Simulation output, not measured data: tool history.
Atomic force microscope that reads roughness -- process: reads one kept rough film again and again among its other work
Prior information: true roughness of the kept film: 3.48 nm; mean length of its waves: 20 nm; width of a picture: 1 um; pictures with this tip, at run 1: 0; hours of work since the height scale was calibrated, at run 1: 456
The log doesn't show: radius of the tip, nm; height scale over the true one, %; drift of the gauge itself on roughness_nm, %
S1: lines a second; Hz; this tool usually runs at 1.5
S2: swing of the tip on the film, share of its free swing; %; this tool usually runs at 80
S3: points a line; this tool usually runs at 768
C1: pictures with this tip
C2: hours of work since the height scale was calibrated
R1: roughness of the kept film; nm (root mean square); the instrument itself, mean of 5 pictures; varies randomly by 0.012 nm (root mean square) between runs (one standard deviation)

run,hour,S1,S2,S3,C1,C2,R1
1,0,1.5,80,768,0,456,2.714
2,57,1.5,80,768,124,501,2.23
# hour 69.2: new tip fitted
3,101.7,1.5,80,622,71,536,2.452
# hour 136.3: new tip fitted
4,146.7,1.5,80,622,23,571,2.582
5,179.1,1.5,80,622,93,597,2.334
# hour 206.2: new tip fitted
6,219,1.5,73,622,28,628,2.634
7,250.3,1.5,80,768,95,653,2.333
# hour 276.5: new tip fitted
8,320.1,1.5,80,768,95,708,2.313
# hour 344.8: new tip fitted
9,361.1,1.5,80,768,36,740,2.568
# hour 368: height scale calibrated on a step standard
10,405.5,1.5,80,768,130,30,2.208
# hour 418.3: new tip fitted
11,444.3,3.1,81,768,56,60,2.289
# hour 490.7: new tip fitted
12,493.1,2.4,59,333,5,98,2.735
# hour 535.9: height scale calibrated on a step standard, once more
13,549.5,2.4,69,333,126,11,2.193
# hour 563.7: new tip fitted
14,592.6,2.4,69,333,63,44,2.46
# hour 633.2: new tip fitted
15,659.1,0.6,80,375,56,97,2.557
# hour 705.4: new tip fitted
16,712.4,0.65,82,375,15,138,2.722
# hour 773.4: new tip fitted
17,781.4,0.65,60,560,18,193,2.807

Consider 5 possible next runs. They are alternatives, not a sequence: every one starts from the tool as it was left by run 17. What does each give?
A,825.8,1.02,75,371,114,228,?
B,825.8,0.65,57,560,114,228,?
C,825.8,2.87,88,338,114,228,?
D,825.8,0.71,80,768,114,228,?
E,825.8,0.65,60,701,114,228,?

run,R1
A,2.264
B,2.359
C,1.965
D,2.314
E,2.378
Had the tool no hidden state, the same runs would have come out as:
run,R1
A,2.793
B,2.907
C,2.422
D,2.852
E,2.932
